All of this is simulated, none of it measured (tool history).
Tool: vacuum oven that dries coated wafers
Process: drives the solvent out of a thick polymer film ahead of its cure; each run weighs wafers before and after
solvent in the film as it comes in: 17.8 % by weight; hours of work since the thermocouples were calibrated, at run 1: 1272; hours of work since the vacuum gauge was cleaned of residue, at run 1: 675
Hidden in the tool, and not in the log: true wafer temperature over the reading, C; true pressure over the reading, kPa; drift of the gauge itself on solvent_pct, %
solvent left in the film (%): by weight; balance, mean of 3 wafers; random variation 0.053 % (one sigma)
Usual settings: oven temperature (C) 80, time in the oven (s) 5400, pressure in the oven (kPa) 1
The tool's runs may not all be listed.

run     day  oven temperature (C)  time in the oven (s)  pressure in the oven (kPa)  hours of work since the thermocouples were calibrated  hours of work since the vacuum gauge was cleaned of residue  solvent left in the film (%)
  1       0                    80                  5400                           1                                                   1272                                                          675                          1.64
  2   2.446                    70                  5400                           1                                                   1302                                                          704                          3.92
  3    5.05                    70                  5400                           1                                                   1334                                                          736                          4.06
  4   6.462                    80                  5400                           1                                                   1351                                                          754                           1.6
  5   7.679                    80                  5400                           1                                                   1366                                                          768                          1.64
  6  10.404                    80                  5400                           1                                                   1399                                                          802                          1.64
  7  12.792                    80                  3480                           1                                                   1429                                                          831                          2.66
  8   14.15                    80                  3480                           1                                                   1445                                                          848                          2.73
  9  15.662                    80                  5400                           1                                                   1464                                                          866                          1.58
 10  17.325                    80                  5400                           1                                                   1484                                                          886                          1.67
 11  19.854                    80                  5400                           1                                                   1515                                                          917                          1.58
 12  21.942                    80                  5400                           1                                                   1540                                                          943                          1.61
 13  24.108                    80                  5400                           1                                                   1567                                                          969                          1.54
 14    26.2                    80                  5400                           1                                                   1593                                                          995                          1.66
 15  28.342                    80                  5400                           1                                                   1619                                                         1021                          1.69
 16  30.575                    80                  5400                           1                                                   1646                                                         1048                          1.58
 17  31.779                    80                  6060                           1                                                   1661                                                         1063                          1.43
 18  34.171                    80                  6060                           1                                                   1690                                                         1092                          1.43
 19  35.942                    80                  6060                           1                                                   1712                                                         1114                          1.45
 20   38.05                    77                  5400                           1                                                   1737                                                         1140                          2.14
     38.654  -- oven's thermocouples calibrated
 21  39.462                    77                  5400                           1                                                     10                                                         1156                          2.19
 22  41.242                    77                  5400                           1                                                     32                                                         1178                           2.2
 23  42.496                    77                  5400                           1                                                     47                                                         1193                          2.11
 24  43.742                    77                  2880                        1.77                                                     62                                                         1208                           5.2
 25  45.854                    68                  4140                        1.21                                                     88                                                         1234                           6.1
 26  48.483                    73                  4920                           2                                                    120                                                         1266                          4.66
 27  50.075                    91                  4920                        2.64                                                    140                                                         1286                          1.95
 28  52.454                    82                  5160                         0.7                                                    169                                                         1315                          1.19
 29  53.638                    82                  8520                         0.7                                                    183                                                         1329                          0.71
 30  55.454                    82                  8520                         0.7                                                    205                                                         1352                          0.78
 31  57.108                    68                  2760                         0.7                                                    226                                                         1372                          7.34
 32  59.017                    68                  2760                         0.7                                                    249                                                         1395                          7.31
 33  60.238                    80                  4440                        0.69                                                    264                                                         1410                          1.75
 34  61.371                    80                  4440                        0.69                                                    278                                                         1424                          1.74
 35  63.667                    81                  2760                        0.55                                                    306                                                         1452                          2.92
 36  66.079                    80                  5400                        0.56                                                    335                                                         1481                          1.19
 37   68.35                    82                  8700                        0.63                                                    363                                                         1509                          0.82
 38  70.162                    82                  8700                        0.63                                                    385                                                         1531                          0.72
 39  71.429                    73                  8700                        1.89                                                    401                                                         1547                          3.28
 40  72.567                    80                  5400                        1.45                                                    415                                                         1561                          2.14
 41    74.5                    86                  5400                        1.45                                                    438                                                         1584                          1.34
 42  76.204                    78                  5400                           1                                                    459                                                         1605                          1.97
 43  78.996                    70                  5400                           1                                                    493                                                         1639                           3.8
 44  80.388                    70                  5400                        2.22                                                    510                                                         1656                          5.81

Run 45 comes next. What will it give?
 45  82.262                    89                  5400                        1.03                                                    533                                                         1679                             ?

{"run 45": {"solvent left in the film (%)": 0.94}}
Without the tool's hidden state the same run would have given solvent left in the film (%) 0.92.

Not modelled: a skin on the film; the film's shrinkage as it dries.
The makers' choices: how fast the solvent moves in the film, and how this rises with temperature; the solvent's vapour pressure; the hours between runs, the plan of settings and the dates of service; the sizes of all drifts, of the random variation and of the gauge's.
